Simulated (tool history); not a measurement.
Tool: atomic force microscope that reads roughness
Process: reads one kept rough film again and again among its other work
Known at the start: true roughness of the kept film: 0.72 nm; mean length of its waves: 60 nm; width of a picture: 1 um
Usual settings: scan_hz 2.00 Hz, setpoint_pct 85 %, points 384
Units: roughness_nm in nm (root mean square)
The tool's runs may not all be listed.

run,hour,scan_hz,setpoint_pct,points,roughness_nm
1,0.0,2.00,85,384,0.560
2,6.8,2.00,85,384,0.559
3,12.9,2.00,85,384,0.558
4,25.5,2.00,59,384,0.666
5,32.3,2.00,85,384,0.558
6,40.3,2.00,85,384,0.555
7,49.1,2.00,85,384,0.555
8,54.5,2.00,89,384,0.533
9,60.6,2.00,89,384,0.534
10,72.2,2.00,85,401,0.556
11,77.7,2.00,85,401,0.556
12,84.4,2.00,85,401,0.555
13,89.6,3.69,85,401,0.470
14,95.2,1.31,85,771,0.598
15,104.1,1.37,83,384,0.602
16,116.7,2.00,82,455,0.569
17,124.3,2.36,72,384,0.602
18,130.1,0.76,90,484,0.619
19,138.2,0.76,90,484,0.620
20,143.7,0.76,90,484,0.621
21,152.7,0.76,90,484,0.621
22,158.4,0.76,90,484,0.620
23,169.5,2.00,82,384,0.569
24,177.1,2.00,82,384,0.568
25,187.0,2.00,82,384,0.565

Hidden state or all else? Some run-to-run changes of roughness_nm, split into what the settings, what came in and random variation would give without the hidden state, and what is left for the hidden state (with any gauge scatter that isn't in both results):
The hidden state here: radius of the tip, nm; height scale over the true one, %; drift of the gauge itself on roughness_nm, %.
Run 3 -> 4: setpoint_pct 85 -> 59. roughness_nm +0.108 nm (root mean square): hidden state -0.001, all else +0.109.
Run 9 -> 10: setpoint_pct 89 -> 85, points 384 -> 401. roughness_nm +0.022 nm (root mean square): hidden state -0.002, all else +0.024.
Run 13 -> 14: scan_hz 3.69 -> 1.31, points 401 -> 771. roughness_nm +0.128 nm (root mean square): hidden state -0.001, all else +0.129.
Run 14 -> 15: scan_hz 1.31 -> 1.37, setpoint_pct 85 -> 83, points 771 -> 384. roughness_nm +0.004 nm (root mean square): hidden state -0.002, all else +0.006.
